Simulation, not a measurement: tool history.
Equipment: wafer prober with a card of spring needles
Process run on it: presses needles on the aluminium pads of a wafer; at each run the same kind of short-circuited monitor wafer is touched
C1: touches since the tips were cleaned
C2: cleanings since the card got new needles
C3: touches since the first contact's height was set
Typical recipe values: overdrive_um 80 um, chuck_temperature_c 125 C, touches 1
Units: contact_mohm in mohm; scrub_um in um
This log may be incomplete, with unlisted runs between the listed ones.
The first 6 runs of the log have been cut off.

{"hour": 182.3, "done": "tips cleaned on abrasive film"}
{"run": 7, "hour": 211.6, "overdrive_um": 80, "chuck_temperature_c": 125, "touches": 1, "C1": 6941, "C2": 45, "C3": 62497, "contact_mohm": 296, "scrub_um": 20.43}
{"hour": 223.2, "done": "tips cleaned on abrasive film"}
{"run": 8, "hour": 250.9, "overdrive_um": 87, "chuck_temperature_c": 125, "touches": 1, "C1": 6575, "C2": 46, "C3": 71797, "contact_mohm": 289, "scrub_um": 22.19}
{"hour": 264.5, "done": "tips cleaned on abrasive film"}
{"hour": 295.9, "done": "height of the first contact set anew"}
{"run": 9, "hour": 296.2, "overdrive_um": 87, "chuck_temperature_c": 125, "touches": 1, "C1": 7440, "C2": 47, "C3": 60, "contact_mohm": 294, "scrub_um": 22.17}
{"hour": 302.9, "done": "tips cleaned on abrasive film"}
{"run": 10, "hour": 337.3, "overdrive_um": 80, "chuck_temperature_c": 125, "touches": 1, "C1": 8146, "C2": 48, "C3": 9788, "contact_mohm": 295, "scrub_um": 20.38}
{"hour": 344.5, "done": "tips cleaned on abrasive film"}
{"run": 11, "hour": 365.3, "overdrive_um": 80, "chuck_temperature_c": 125, "touches": 1, "C1": 4927, "C2": 49, "C3": 16394, "contact_mohm": 294, "scrub_um": 20.37}
{"hour": 385.8, "done": "tips cleaned on abrasive film"}
{"run": 12, "hour": 386.9, "overdrive_um": 80, "chuck_temperature_c": 125, "touches": 1, "C1": 277, "C2": 50, "C3": 21503, "contact_mohm": 299, "scrub_um": 20.37}
{"hour": 424.0, "done": "tips cleaned on abrasive film"}
{"run": 13, "hour": 434.6, "overdrive_um": 80, "chuck_temperature_c": 125, "touches": 1, "C1": 2528, "C2": 51, "C3": 32783, "contact_mohm": 295, "scrub_um": 20.32}
{"hour": 465.7, "done": "tips cleaned on abrasive film"}
{"run": 14, "hour": 471.0, "overdrive_um": 80, "chuck_temperature_c": 125, "touches": 1, "C1": 1263, "C2": 52, "C3": 41385, "contact_mohm": 294, "scrub_um": 20.32}
{"run": 15, "hour": 497.6, "overdrive_um": 80, "chuck_temperature_c": 125, "touches": 1, "C1": 7573, "C2": 52, "C3": 47695, "contact_mohm": 296, "scrub_um": 20.31}
{"hour": 505.0, "done": "tips cleaned on abrasive film"}
{"run": 16, "hour": 531.9, "overdrive_um": 80, "chuck_temperature_c": 125, "touches": 1, "C1": 6378, "C2": 53, "C3": 55785, "contact_mohm": 297, "scrub_um": 20.29}
{"hour": 546.0, "done": "tips cleaned on abrasive film"}
{"run": 17, "hour": 555.3, "overdrive_um": 80, "chuck_temperature_c": 125, "touches": 1, "C1": 2209, "C2": 54, "C3": 61322, "contact_mohm": 294, "scrub_um": 20.28}
{"hour": 584.3, "done": "tips cleaned on abrasive film"}
{"run": 18, "hour": 584.3, "overdrive_um": 80, "chuck_temperature_c": 125, "touches": 1, "C1": 0, "C2": 55, "C3": 68160, "contact_mohm": 295, "scrub_um": 20.27}
{"hour": 626.2, "done": "tips cleaned on abrasive film"}
{"run": 19, "hour": 627.8, "overdrive_um": 99, "chuck_temperature_c": 28, "touches": 2, "C1": 380, "C2": 56, "C3": 78439, "contact_mohm": 263, "scrub_um": 25.07}
{"hour": 646.9, "done": "height of the first contact set anew"}
{"run": 20, "hour": 663.4, "overdrive_um": 80, "chuck_temperature_c": 55, "touches": 2, "C1": 8764, "C2": 56, "C3": 3917, "contact_mohm": 274, "scrub_um": 20.22}
{"hour": 666.3, "done": "tips cleaned on abrasive film"}
{"hour": 705.7, "done": "tips cleaned on abrasive film"}
{"run": 21, "hour": 711.7, "overdrive_um": 77, "chuck_temperature_c": 27, "touches": 1, "C1": 1419, "C2": 58, "C3": 15303, "contact_mohm": 266, "scrub_um": 19.46}
{"hour": 746.2, "done": "tips cleaned on abrasive film"}
{"run": 22, "hour": 750.6, "overdrive_um": 77, "chuck_temperature_c": 27, "touches": 1, "C1": 1037, "C2": 59, "C3": 24495, "contact_mohm": 268, "scrub_um": 19.45}
{"run": 23, "hour": 778.5, "overdrive_um": 67, "chuck_temperature_c": 125, "touches": 3, "C1": 7660, "C2": 59, "C3": 31118, "contact_mohm": 294, "scrub_um": 16.91}
{"hour": 787.4, "done": "tips cleaned on abrasive film"}
{"hour": 802.6, "done": "gauge calibrated"}
{"run": 24, "hour": 809.3, "overdrive_um": 84, "chuck_temperature_c": 125, "touches": 2, "C1": 5190, "C2": 60, "C3": 38398, "contact_mohm": 294, "scrub_um": 21.52}
{"hour": 827.2, "done": "tips cleaned on abrasive film"}
{"run": 25, "hour": 852.6, "overdrive_um": 84, "chuck_temperature_c": 125, "touches": 1, "C1": 6022, "C2": 61, "C3": 48640, "contact_mohm": 298, "scrub_um": 21.5}
{"hour": 866.6, "done": "tips cleaned on abrasive film"}
{"run": 26, "hour": 888.4, "overdrive_um": 78, "chuck_temperature_c": 77, "touches": 1, "C1": 5153, "C2": 62, "C3": 57086, "contact_mohm": 282, "scrub_um": 19.95}
{"hour": 906.6, "done": "tips cleaned on abrasive film"}
{"run": 27, "hour": 923.3, "overdrive_um": 94, "chuck_temperature_c": 55, "touches": 1, "C1": 3966, "C2": 63, "C3": 65341, "contact_mohm": 272, "scrub_um": 24.04}
{"hour": 944.8, "done": "tips cleaned on abrasive film"}
{"run": 28, "hour": 963.3, "overdrive_um": 85, "chuck_temperature_c": 72, "touches": 2, "C1": 4394, "C2": 64, "C3": 74801, "contact_mohm": 282, "scrub_um": 21.72}

The next listed run, before its measurement:
{"hour": 986.0, "done": "tips cleaned on abrasive film"}
{"hour": 998.0, "done": "height of the first contact set anew"}
{"run": 29, "hour": 999.6, "overdrive_um": 62, "chuck_temperature_c": 125, "touches": 1, "C1": 3146, "C2": 65, "C3": 369, "contact_mohm": "?", "scrub_um": "?"}

Run 29 gave contact_mohm 297 mohm, scrub_um 15.83 um.
The same run, on a tool lacking any hidden state, would have yielded contact_mohm 296 mohm, scrub_um 15.89 um.
